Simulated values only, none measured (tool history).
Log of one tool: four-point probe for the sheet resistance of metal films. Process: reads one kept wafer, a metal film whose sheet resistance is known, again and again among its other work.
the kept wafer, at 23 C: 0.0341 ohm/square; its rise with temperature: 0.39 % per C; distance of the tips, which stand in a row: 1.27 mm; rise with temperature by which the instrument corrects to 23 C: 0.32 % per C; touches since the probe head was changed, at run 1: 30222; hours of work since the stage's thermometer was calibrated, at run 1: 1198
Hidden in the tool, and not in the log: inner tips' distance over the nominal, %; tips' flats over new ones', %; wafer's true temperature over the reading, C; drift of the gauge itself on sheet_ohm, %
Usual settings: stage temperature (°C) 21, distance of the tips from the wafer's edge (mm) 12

run   hour  stage temperature (°C)  distance of the tips from the wafer's edge (mm)  touches since the probe head was changed  hours of work since the stage's thermometer was calibrated  sheet resistance as the instrument gives it (ohm/square)
  1    0.0                      21                                               12                                     30222                                                        1198                                                  0.034443
  2   30.1                      21                                               12                                     31491                                                        1213                                                  0.034449
  3   74.1                      29                                               12                                     33348                                                        1237                                                  0.034640
  4  109.1                      29                                               12                                     34821                                                        1255                                                  0.034655
  5  141.4                      29                                               12                                     36184                                                        1272                                                  0.034655
  6  192.4                      29                                               21                                     38337                                                        1299                                                  0.034530
  7  217.6                      29                                               21                                     39398                                                        1312                                                  0.034525
  8  246.3                      21                                               16                                     40608                                                        1327                                                  0.034396
  9  287.4                      21                                               12                                     42344                                                        1349                                                  0.034490
 10  328.8                      21                                               21                                     44089                                                        1371                                                  0.034369
 11  379.8                      21                                               21                                     46240                                                        1397                                                  0.034370
 12  405.9                      18                                               12                                     47340                                                        1411                                                  0.034438
 13  453.5                      18                                               12                                     49347                                                        1436                                                  0.034449
 14  481.1                      18                                               12                                     50514                                                        1451                                                  0.034437
 15  528.2                      21                                                9                                     52500                                                        1476                                                  0.034698
 16  586.3                      21                                                9                                     54949                                                        1506                                                  0.034706
 17  615.0                      21                                                9                                     56160                                                        1521                                                  0.034706
 18  670.1                      21                                                9                                     58483                                                        1550                                                  0.034722
 19  700.0                      21                                                9                                     59747                                                        1566                                                  0.034722
 20  738.0                      21                                                9                                     61349                                                        1586                                                  0.034731
 21  790.9                      21                                                9                                     63578                                                        1614                                                  0.034736
 22  832.2                      21                                               18                                     65320                                                        1635                                                  0.034467
 23  885.0                      28                                               12                                     67550                                                        1663                                                  0.034769
 24  923.7                      23                                                4                                     69180                                                        1684                                                  0.036200

The next listed run, before its measurement:
 25  951.6                      29                                                5                                     70357                                                        1698                                                         ?

sheet resistance as the instrument gives it (ohm/square): 0.035760
Without the tool's hidden state the same run would have given sheet resistance as the instrument gives it (ohm/square) 0.035403.

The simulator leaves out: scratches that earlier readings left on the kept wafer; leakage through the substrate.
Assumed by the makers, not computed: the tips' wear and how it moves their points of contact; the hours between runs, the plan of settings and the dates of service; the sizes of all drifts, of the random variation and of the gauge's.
